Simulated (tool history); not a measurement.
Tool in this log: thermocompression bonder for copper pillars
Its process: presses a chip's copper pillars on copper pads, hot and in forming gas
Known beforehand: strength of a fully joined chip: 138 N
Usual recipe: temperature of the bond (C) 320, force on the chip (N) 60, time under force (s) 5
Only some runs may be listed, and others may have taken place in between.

run   hour  temperature of the bond (C)  force on the chip (N)  time under force (s)  force that shears a chip off (N)
  1      0                          320                     60                     5                             100.9
  2   22.4                          320                     60                     5                              99.2
  3   55.2                          320                     60                     5                               100
  4   71.4                          320                     60                    10                             116.1
  5   95.5                          320                     60                    10                             115.9
  6  111.5                          320                     60                    10                             115.2
  7  133.9                          320                     75                     5                             109.2
  8  165.7                          312                     74                     6                             107.2
  9    198                          349                     71                     7                             126.3
 10  230.8                          349                     71                     7                             126.2
 11  253.8                          349                     71                     7                             123.6
 12  272.6                          320                     75                     4                             103.5
 13  291.3                          320                     55                    15                             119.3

What if the next run were any one of these 3? Each begins from the tool's condition after run 13:
  A  316.6                          300                     54                     3                                 ?
  B  316.6                          317                     36                     7                                 ?
  C  316.6                          320                     54                     6                                 ?

run  force that shears a chip off (N)
  A                              70.1
  B                                83
  C                              99.4
The same runs, with their run-to-run variation unchanged, on a tool lacking any hidden condition would have given:
run  force that shears a chip off (N)
  A                              70.8
  B                              83.9
  C                             100.5

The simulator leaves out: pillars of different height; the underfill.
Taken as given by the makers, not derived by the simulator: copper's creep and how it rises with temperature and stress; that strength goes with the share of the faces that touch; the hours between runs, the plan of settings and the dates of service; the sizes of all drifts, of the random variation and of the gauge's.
